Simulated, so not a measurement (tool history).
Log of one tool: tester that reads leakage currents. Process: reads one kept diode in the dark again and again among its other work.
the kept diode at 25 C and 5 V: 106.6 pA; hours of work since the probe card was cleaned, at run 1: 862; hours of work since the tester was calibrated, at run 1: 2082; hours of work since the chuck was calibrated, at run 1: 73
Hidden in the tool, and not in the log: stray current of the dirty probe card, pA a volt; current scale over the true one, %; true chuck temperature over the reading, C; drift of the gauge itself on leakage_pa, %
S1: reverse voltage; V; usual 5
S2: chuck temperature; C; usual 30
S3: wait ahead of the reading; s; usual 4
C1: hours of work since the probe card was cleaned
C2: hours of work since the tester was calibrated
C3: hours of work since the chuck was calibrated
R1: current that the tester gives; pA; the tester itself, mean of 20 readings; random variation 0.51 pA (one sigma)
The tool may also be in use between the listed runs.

| run | day | S1 | S2 | S3 | C1 | C2 | C3 | R1 |
|---|---|---|---|---|---|---|---|---|
| 1 | 0 | 5 | 30 | 4 | 862 | 2082 | 73 | 173.45 |
| 2 | 6.871 | 5 | 30 | 4 | 958 | 2179 | 170 | 177.06 |
| 3 | 15.488 | 5 | 30 | 4 | 1080 | 2301 | 291 | 181.02 |
| 4 | 21.408 | 5 | 30 | 4 | 1164 | 2384 | 375 | 183.86 |
| 5 | 28.138 | 5 | 30 | 4 | 1258 | 2479 | 470 | 187.18 |
| 6 | 36.292 | 5 | 30 | 4 | 1373 | 2594 | 585 | 191.69 |
| 7 | 44.554 | 5 | 30 | 2.95 | 1490 | 2711 | 701 | 196.91 |
| 8 | 52.567 | 5 | 30 | 2.95 | 1603 | 2824 | 814 | 200.85 |
|  | 55.692 | chuck's temperature calibrated |
| 9 | 58.054 | 5 | 30 | 4 | 1679 | 2900 | 33 | 174.54 |
| 10 | 65.917 | 5 | 30 | 4 | 1790 | 3011 | 144 | 178.33 |
| 11 | 73.192 | 5 | 32 | 4 | 1893 | 3114 | 247 | 216.5 |
| 12 | 77.004 | 5 | 32 | 4 | 1947 | 3167 | 301 | 221.22 |
| 13 | 81.358 | 5 | 30 | 0.93 | 2008 | 3229 | 362 | 186.9 |
| 14 | 84.971 | 5 | 30 | 1.23 | 2059 | 3280 | 413 | 188.75 |
| 15 | 93.533 | 5 | 30 | 1.23 | 2180 | 3401 | 534 | 192.84 |
| 16 | 101.579 | 5 | 30 | 1.23 | 2293 | 3514 | 647 | 196.67 |
| 17 | 105.708 | 5 | 30 | 1.23 | 2352 | 3572 | 706 | 199.2 |
| 18 | 114.379 | 5 | 30 | 3.54 | 2474 | 3695 | 828 | 204.55 |
|  | 116.125 | chuck's temperature calibrated |
| 19 | 122.846 | 5 | 30 | 7.12 | 2592 | 3813 | 95 | 179.36 |
| 20 | 126.733 | 5 | 30 | 4.44 | 2647 | 3868 | 150 | 181.32 |
| 21 | 134.775 | 19.47 | 36 | 0.96 | 2760 | 3981 | 263 | 618.92 |
| 22 | 143.475 | 1.44 | 36 | 1.51 | 2883 | 4104 | 386 | 175.07 |
| 23 | 151.896 | 3.4 | 57 | 5.19 | 3002 | 4223 | 505 | 1520.94 |
| 24 | 160.162 | 17.14 | 58 | 4 | 3119 | 4339 | 621 | 3619.67 |
|  | 160.975 | probe card cleaned and baked |
| 25 | 167.446 | 1.83 | 27 | 4 | 91 | 4440 | 722 | 94.2 |
| 26 | 175.392 | 2.87 | 46 | 0.48 | 203 | 4552 | 834 | 616.76 |
|  | 176.8 | chuck's temperature calibrated |
| 27 | 183.088 | 6.51 | 58 | 0.76 | 311 | 4660 | 89 | 2070.62 |
| 28 | 186.988 | 6.51 | 58 | 0.76 | 366 | 4715 | 144 | 2080.38 |
| 29 | 195.067 | 12.05 | 30 | 0.33 | 480 | 4829 | 258 | 295.83 |
|  | 196.454 | probe card cleaned and baked, once more |
| 30 | 200.833 | 12.05 | 30 | 0.33 | 62 | 4908 | 337 | 284.69 |
| 31 | 207.675 | 4.26 | 33 | 3.01 | 158 | 5005 | 434 | 223.41 |
| 32 | 215.608 | 2.59 | 30 | 4.76 | 270 | 5117 | 546 | 136.87 |
| 33 | 222.454 | 2.66 | 23 | 4 | 367 | 5213 | 642 | 73.43 |
| 34 | 225.983 | 10.75 | 35 | 0.42 | 417 | 5263 | 692 | 442.74 |
| 35 | 232.35 | 3.96 | 46 | 1.03 | 506 | 5353 | 782 | 695.46 |
|  | 237.271 | chuck's temperature calibrated |
| 36 | 240.342 | 4.37 | 60 | 9.26 | 618 | 5465 | 43 | 1977.27 |
| 37 | 246.392 | 5 | 47 | 0.46 | 703 | 5550 | 129 | 768.83 |
| 38 | 252.846 | 1.91 | 56 | 2.38 | 794 | 5641 | 220 | 998.14 |

4 ways to go on from here, each from the tool as it stands after run 38. What would each give?
| A | 256.775 | 1.34 | 30 | 4 | 850 | 5696 | 275 | ? |
| B | 256.775 | 5 | 30 | 2.38 | 850 | 5696 | 275 | ? |
| C | 256.775 | 5 | 25 | 2.98 | 850 | 5696 | 275 | ? |
| D | 256.775 | 8.78 | 30 | 2.9 | 850 | 5696 | 275 | ? |

| run | R1 |
|---|---|
| A | 95.23 |
| B | 181.24 |
| C | 114.68 |
| D | 238.65 |
Without the tool's hidden state the same runs would have given:
| run | R1 |
|---|---|
| A | 89.91 |
| B | 170.56 |
| C | 107.25 |
| D | 224.07 |
